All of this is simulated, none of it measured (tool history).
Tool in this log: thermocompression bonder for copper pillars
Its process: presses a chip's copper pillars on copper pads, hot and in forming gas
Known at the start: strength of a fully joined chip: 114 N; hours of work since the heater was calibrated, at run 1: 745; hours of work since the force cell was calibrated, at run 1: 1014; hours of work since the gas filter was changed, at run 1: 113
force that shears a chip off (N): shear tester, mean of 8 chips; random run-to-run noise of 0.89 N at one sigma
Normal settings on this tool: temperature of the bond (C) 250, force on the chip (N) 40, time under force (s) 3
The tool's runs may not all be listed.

| run | hour | temperature of the bond (C) | force on the chip (N) | time under force (s) | hours of work since the heater was calibrated | hours of work since the force cell was calibrated | hours of work since the gas filter was changed | force that shears a chip off (N) |
|---|---|---|---|---|---|---|---|---|
| 1 | 0.0 | 250 | 40 | 3 | 745 | 1014 | 113 | 66.1 |
|  | 32.5 | forming gas filter changed |
| 2 | 52.4 | 250 | 40 | 3 | 781 | 1050 | 14 | 66.9 |
| 3 | 99.2 | 250 | 58 | 3 | 814 | 1082 | 46 | 73.9 |
| 4 | 137.7 | 250 | 39 | 3 | 840 | 1109 | 73 | 63.3 |
|  | 148.9 | heater calibrated with a thermocouple chip |
| 5 | 169.8 | 250 | 39 | 3 | 15 | 1130 | 94 | 73.4 |
| 6 | 211.6 | 250 | 39 | 3 | 44 | 1159 | 123 | 72.0 |
|  | 227.6 | forming gas filter changed |
| 7 | 255.4 | 250 | 39 | 3 | 74 | 1189 | 19 | 73.5 |
| 8 | 286.9 | 250 | 39 | 3 | 95 | 1211 | 41 | 71.0 |
| 9 | 326.1 | 250 | 54 | 3 | 123 | 1238 | 68 | 78.9 |
| 10 | 390.3 | 250 | 54 | 3 | 167 | 1283 | 113 | 76.6 |
|  | 423.8 | forming gas filter changed |
| 11 | 444.2 | 250 | 36 | 3 | 204 | 1320 | 14 | 69.1 |
| 12 | 506.8 | 248 | 40 | 3 | 248 | 1363 | 58 | 70.6 |
| 13 | 539.4 | 224 | 40 | 3 | 270 | 1386 | 80 | 52.8 |
| 14 | 604.8 | 262 | 59 | 3 | 316 | 1431 | 126 | 86.3 |
|  | 619.3 | forming gas filter changed |
|  | 632.5 | force cell calibrated |
| 15 | 681.4 | 234 | 45 | 2 | 367 | 34 | 42 | 52.6 |
| 16 | 738.6 | 237 | 57 | 4 | 407 | 74 | 82 | 73.9 |
| 17 | 807.8 | 237 | 57 | 4 | 455 | 122 | 130 | 71.0 |
|  | 814.0 | forming gas filter changed |
| 18 | 870.9 | 235 | 57 | 3 | 499 | 165 | 39 | 65.3 |
| 19 | 911.6 | 233 | 38 | 4 | 527 | 193 | 68 | 58.8 |
| 20 | 960.1 | 250 | 36 | 4 | 561 | 227 | 101 | 68.8 |
|  | 1006.5 | forming gas filter changed |
| 21 | 1028.9 | 250 | 36 | 4 | 608 | 274 | 16 | 71.0 |
| 22 | 1062.3 | 250 | 30 | 2 | 631 | 298 | 39 | 52.4 |
| 23 | 1115.8 | 250 | 25 | 3 | 668 | 335 | 76 | 53.6 |

3 ways to go on from here, each from the tool as it stands after run 23. What would each give?
| A | 1172.8 | 250 | 55 | 3 | 708 | 374 | 115 | ? |
| B | 1172.8 | 250 | 40 | 3 | 708 | 374 | 115 | ? |
| C | 1172.8 | 250 | 27 | 3 | 708 | 374 | 115 | ? |

| run | force that shears a chip off (N) |
|---|---|
| A | 70.8 |
| B | 64.3 |
| C | 54.2 |
Without the tool's hidden state the same runs would have given:
| run | force that shears a chip off (N) |
|---|---|
| A | 81.1 |
| B | 74.4 |
| C | 63.6 |
